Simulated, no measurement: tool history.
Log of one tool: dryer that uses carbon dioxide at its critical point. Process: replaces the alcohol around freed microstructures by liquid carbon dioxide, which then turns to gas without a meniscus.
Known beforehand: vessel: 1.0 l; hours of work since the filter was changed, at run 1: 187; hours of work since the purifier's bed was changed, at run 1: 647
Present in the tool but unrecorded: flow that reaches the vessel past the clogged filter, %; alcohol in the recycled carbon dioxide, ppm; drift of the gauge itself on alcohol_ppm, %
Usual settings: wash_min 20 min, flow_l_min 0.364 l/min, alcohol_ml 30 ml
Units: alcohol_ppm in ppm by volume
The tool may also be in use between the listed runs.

run     day  wash_min  flow_l_min  alcohol_ml  hours of work since the filter was changed  hours of work since the purifier's bed was changed  alcohol_ppm
  1       0        20       0.364          30                                         187                                                 647          331
  2   1.629        20       0.251          30                                         204                                                 665          771
  3     3.2        20       0.251          30                                         221                                                 681          752
  4   4.696        20       0.251          30                                         236                                                 697          767
      5.712  -- purifier's bed changed
  5   5.712        20       0.364          30                                         246                                                   0           88
  6   7.579        20       0.364          30                                         265                                                  20           98
  7   9.058        14       0.364          30                                         281                                                  35          544
  8  10.062        12       0.364          30                                         291                                                  46          917
  9  11.467        12       0.364          30                                         306                                                  60          972
 10  12.425        12       0.364          30                                         316                                                  71          980
 11  13.408        20       0.477          30                                         327                                                  81           61
 12  15.046        20       0.261          30                                         344                                                  98          505
 13  16.167        20       0.261          30                                         356                                                 110          523
 14  17.246        20       0.261          30                                         367                                                 121          538
 15  18.792        20       0.364          30                                         383                                                 138          159
 16  20.358        23       0.269          63                                         400                                                 154          574
 17  21.296        23       0.269          63                                         410                                                 164          569
 18  22.125        23       0.269          63                                         418                                                 173          574
 19  23.354        20       0.249          30                                         431                                                 186          694
 20   25.25        16        0.44         100                                         451                                                 205          569
 21  26.508        16        0.44         100                                         464                                                 219          564
 22  28.162        14       0.583          85                                         482                                                 236          280
 23  28.996        14       0.583          85                                         490                                                 245          291
 24  30.571        20       0.567          85                                         507                                                 261          130
 25   32.15        20       0.567          85                                         524                                                 278          137
 26  33.158        24       0.547          69                                         534                                                 289          126
 27  35.146        20       0.364          80                                         555                                                 310          496
     36.512  -- inlet filter changed
 28  36.638        20       0.472          30                                           1                                                 325          137
 29  38.104        27       0.255          82                                          17                                                 340          350
 30  39.646        25       0.227          23                                          33                                                 356          313

Measured less the same run without the tool's hidden state. The same run-to-run variation is in both; the gauge's scatter may not be:
run  alcohol_ppm
  1         +272
  2         +361
  3         +360
  4         +379
  5          +26
  6          +35
  7         +148
  8         +227
  9         +251
 10         +263
 11          +41
 12         +183
 13         +198
 14         +204
 15         +100
 16         +264
 17         +268
 18         +277
 19         +297
 20         +310
 21         +317
 22         +193
 23         +202
 24         +116
 25         +123
 26         +114
 27         +326
 28         +125
 29         +140
 30         +145

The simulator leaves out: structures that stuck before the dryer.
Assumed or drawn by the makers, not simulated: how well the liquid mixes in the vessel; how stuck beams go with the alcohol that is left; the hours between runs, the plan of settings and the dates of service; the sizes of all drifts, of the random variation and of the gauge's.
